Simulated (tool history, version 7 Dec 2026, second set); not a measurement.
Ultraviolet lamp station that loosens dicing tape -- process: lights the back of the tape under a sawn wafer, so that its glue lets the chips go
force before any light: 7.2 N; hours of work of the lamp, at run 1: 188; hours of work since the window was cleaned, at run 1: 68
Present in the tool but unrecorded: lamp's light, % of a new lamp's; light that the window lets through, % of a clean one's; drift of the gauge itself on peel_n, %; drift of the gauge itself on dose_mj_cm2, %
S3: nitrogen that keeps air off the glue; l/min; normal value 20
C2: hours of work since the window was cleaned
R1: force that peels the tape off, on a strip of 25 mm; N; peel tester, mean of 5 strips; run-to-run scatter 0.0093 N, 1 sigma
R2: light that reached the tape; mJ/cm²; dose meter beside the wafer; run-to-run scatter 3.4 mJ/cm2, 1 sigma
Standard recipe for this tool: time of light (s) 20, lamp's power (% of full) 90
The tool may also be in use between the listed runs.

Run 1, hour 0.0: usual settings; hours of work of the lamp 188; C2 68. Result: R1 0.435 N, R2 516 mJ/cm².
Run 2, hour 13.3: usual settings; hours of work of the lamp 197; C2 77. Result: R1 0.437 N, R2 514 mJ/cm².
Run 3, hour 28.9: usual settings but time of light (s) 14; hours of work of the lamp 207; C2 87. Result: R1 0.802 N, R2 355 mJ/cm².
Run 4, hour 45.6: usual settings but time of light (s) 14; hours of work of the lamp 219; C2 99. Result: R1 0.795 N, R2 357 mJ/cm².
Run 5, hour 58.9: usual settings but time of light (s) 14; hours of work of the lamp 228; C2 108. Result: R1 0.785 N, R2 354 mJ/cm².
Run 6, hour 66.3: usual settings but time of light (s) 14, lamp's power (% of full) 79; hours of work of the lamp 233; C2 113. Result: R1 1.044 N, R2 308 mJ/cm².
Run 7, hour 75.5: usual settings but time of light (s) 14, lamp's power (% of full) 79; hours of work of the lamp 239; C2 119. Result: R1 1.044 N, R2 309 mJ/cm².
Run 8, hour 88.1: usual settings but time of light (s) 14, lamp's power (% of full) 79; hours of work of the lamp 248; C2 127. Result: R1 1.045 N, R2 305 mJ/cm².
Run 9, hour 104.8: usual settings but time of light (s) 14, lamp's power (% of full) 79; hours of work of the lamp 259; C2 139. Result: R1 1.000 N, R2 307 mJ/cm².
At hour 106.7: window cleaned of glue's vapour.
Run 10, hour 113.7: usual settings but time of light (s) 16, lamp's power (% of full) 79; hours of work of the lamp 265; C2 5. Result: R1 0.828 N, R2 343 mJ/cm².
Run 11, hour 123.5: usual settings but time of light (s) 16, lamp's power (% of full) 79; hours of work of the lamp 271; C2 11. Result: R1 0.835 N, R2 347 mJ/cm².
Run 12, hour 139.0: usual settings but time of light (s) 16, lamp's power (% of full) 79; hours of work of the lamp 282; C2 22. Result: R1 0.824 N, R2 334 mJ/cm².
Run 13, hour 152.3: usual settings but time of light (s) 16, lamp's power (% of full) 79; hours of work of the lamp 291; C2 31. Result: R1 0.870 N, R2 342 mJ/cm².
At hour 168.3: window cleaned of glue's vapour, once more.
Run 14, hour 169.7: usual settings but time of light (s) 21, lamp's power (% of full) 79; hours of work of the lamp 302; C2 1. Result: R1 0.492 N, R2 469 mJ/cm².
Run 15, hour 180.1: usual settings but time of light (s) 11, lamp's power (% of full) 92, S3 8 l/min; hours of work of the lamp 309; C2 8. Result: R1 1.623 N, R2 285 mJ/cm².
Run 16, hour 191.1: usual settings but time of light (s) 14, lamp's power (% of full) 63, S3 25 l/min; hours of work of the lamp 317; C2 15. Result: R1 1.315 N, R2 246 mJ/cm².
Run 17, hour 207.3: usual settings but time of light (s) 23, S3 9 l/min; hours of work of the lamp 328; C2 26. Result: R1 0.522 N, R2 573 mJ/cm².
Run 18, hour 220.6: usual settings but time of light (s) 23, S3 9 l/min; hours of work of the lamp 337; C2 35. Result: R1 0.491 N, R2 578 mJ/cm².
Run 19, hour 236.5: usual settings but time of light (s) 17, lamp's power (% of full) 79, S3 17 l/min; hours of work of the lamp 347; C2 46. Result: R1 0.792 N, R2 373 mJ/cm².
Run 20, hour 247.4: usual settings but time of light (s) 17, lamp's power (% of full) 79, S3 17 l/min; hours of work of the lamp 355; C2 54. Result: R1 0.771 N, R2 369 mJ/cm².
Run 21, hour 260.6: usual settings but time of light (s) 17, lamp's power (% of full) 79, S3 17 l/min; hours of work of the lamp 364; C2 62. Result: R1 0.794 N, R2 371 mJ/cm².

Entry by entry between the runs, the difference in hidden state between the last listed run before and the first listed run after:
From run 9 to run 10: window cleaned of glue's vapour (hour 106.7)
  lamp's light, % of a new lamp's: 94.3 -> 94.2; light that the window lets through, % of a clean one's: 96.7 -> 95.4
  the result without the hidden state subtracted from the measured one, R1: +0.144 -> +0.142 N; R2: -30 -> -39 mJ/cm²
From run 13 to run 14: window cleaned of glue's vapour, once more (hour 168.3)
  lamp's light, % of a new lamp's: 93.7 -> 93.5; light that the window lets through, % of a clean one's: 94.8 -> 99
  the result without the hidden state subtracted from the measured one, R1: +0.162 -> +0.057 N; R2: -43 -> -37 mJ/cm²
